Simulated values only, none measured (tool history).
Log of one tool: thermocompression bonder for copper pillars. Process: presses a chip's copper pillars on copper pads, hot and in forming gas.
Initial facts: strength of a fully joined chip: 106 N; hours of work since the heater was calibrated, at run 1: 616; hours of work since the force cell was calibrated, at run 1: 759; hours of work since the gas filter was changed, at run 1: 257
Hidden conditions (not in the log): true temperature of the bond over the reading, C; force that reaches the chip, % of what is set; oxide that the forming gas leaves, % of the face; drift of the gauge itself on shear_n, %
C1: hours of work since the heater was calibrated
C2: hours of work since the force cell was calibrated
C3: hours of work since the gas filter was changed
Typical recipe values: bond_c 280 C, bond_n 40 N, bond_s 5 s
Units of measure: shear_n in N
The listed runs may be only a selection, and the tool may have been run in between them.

Run 1, hour 0.0: usual settings; C1 616; C2 759; C3 257. Result: shear_n 48.5 N.
At hour 9.8: forming gas filter changed.
Run 2, hour 52.1: usual settings; C1 649; C2 793; C3 27. Result: shear_n 52.9 N.
Run 3, hour 107.8: usual settings; C1 685; C2 828; C3 63. Result: shear_n 51.9 N.
At hour 131.0: force cell calibrated.
Run 4, hour 147.4: usual settings; C1 709; C2 11; C3 88. Result: shear_n 49.4 N.
Run 5, hour 184.7: usual settings but bond_c 291 C; C1 733; C2 35; C3 112. Result: shear_n 55.4 N.
Run 6, hour 246.6: usual settings but bond_c 291 C; C1 773; C2 75; C3 152. Result: shear_n 56.6 N.
Run 7, hour 304.3: usual settings but bond_c 291 C; C1 810; C2 112; C3 189. Result: shear_n 54.3 N.
Run 8, hour 342.1: usual settings but bond_c 278 C; C1 835; C2 136; C3 213. Result: shear_n 44.5 N.
Run 9, hour 376.1: usual settings but bond_c 278 C; C1 857; C2 158; C3 235. Result: shear_n 44.1 N.
At hour 420.4: forming gas filter changed.
Run 10, hour 420.4: usual settings but bond_c 291 C; C1 885; C2 186; C3 0. Result: shear_n 57.4 N.
At hour 463.4: heater calibrated with a thermocouple chip.
Run 11, hour 472.7: usual settings but bond_c 291 C; C1 6; C2 219; C3 32. Result: shear_n 65.6 N.
Run 12, hour 515.6: usual settings but bond_c 291 C; C1 34; C2 246; C3 60. Result: shear_n 64.9 N.
Run 13, hour 561.7: usual settings but bond_c 289 C, bond_n 50 N, bond_s 9 s; C1 63; C2 276; C3 90. Result: shear_n 79.5 N.
Run 14, hour 610.8: usual settings but bond_c 289 C, bond_n 50 N, bond_s 9 s; C1 95; C2 308; C3 121. Result: shear_n 79.9 N.
Run 15, hour 672.7: usual settings but bond_c 258 C, bond_n 24 N, bond_s 11 s; C1 135; C2 348; C3 161. Result: shear_n 36.1 N.
Run 16, hour 717.7: usual settings but bond_c 258 C, bond_n 24 N, bond_s 11 s; C1 164; C2 377; C3 190. Result: shear_n 36.2 N.
Run 17, hour 755.5: usual settings but bond_c 258 C, bond_n 24 N, bond_s 11 s; C1 188; C2 401; C3 215. Result: shear_n 35.8 N.
Run 18, hour 794.7: usual settings but bond_s 3 s; C1 214; C2 426; C3 240. Result: shear_n 42.9 N.
Run 19, hour 828.6: usual settings but bond_c 292 C, bond_s 4 s; C1 235; C2 448; C3 262. Result: shear_n 56.4 N.
At hour 834.0: forming gas filter changed.
Run 20, hour 889.6: usual settings but bond_c 263 C, bond_s 13 s; C1 274; C2 487; C3 36. Result: shear_n 59.1 N.
Run 21, hour 940.3: usual settings but bond_c 294 C, bond_s 4 s; C1 307; C2 520; C3 69. Result: shear_n 62.1 N.
Run 22, hour 980.7: usual settings but bond_c 294 C, bond_n 25 N, bond_s 13 s; C1 333; C2 546; C3 95. Result: shear_n 66.8 N.
Run 23, hour 1008.4: usual settings but bond_c 270 C, bond_n 28 N, bond_s 13 s; C1 351; C2 564; C3 112. Result: shear_n 51.1 N.
Run 24, hour 1039.6: usual settings but bond_c 271 C, bond_n 35 N; C1 371; C2 584; C3 133. Result: shear_n 41.7 N.

Some steps in shear_n, run to run, broken into two amounts with sign: the step expected even without the hidden condition (settings, incoming material, random variation), and the rest, left for the hidden condition together with whatever gauge scatter is not in both the measured and the hidden-condition-free result:
Run 10 -> 11: heater calibrated with a thermocouple chip. shear_n +8.2 N: hidden state +8.3, all else -0.1.
Run 14 -> 15: bond_c 289 -> 258, bond_n 50 -> 24, bond_s 9 -> 11. shear_n -43.8 N: hidden state +0.8, all else -44.6.
Run 19 -> 20: bond_c 292 -> 263, bond_s 4 -> 13, forming gas filter changed. shear_n +2.7 N: hidden state +4.0, all else -1.3.
Run 22 -> 23: bond_c 294 -> 270, bond_n 25 -> 28. shear_n -15.7 N: hidden state -0.2, all else -15.5.
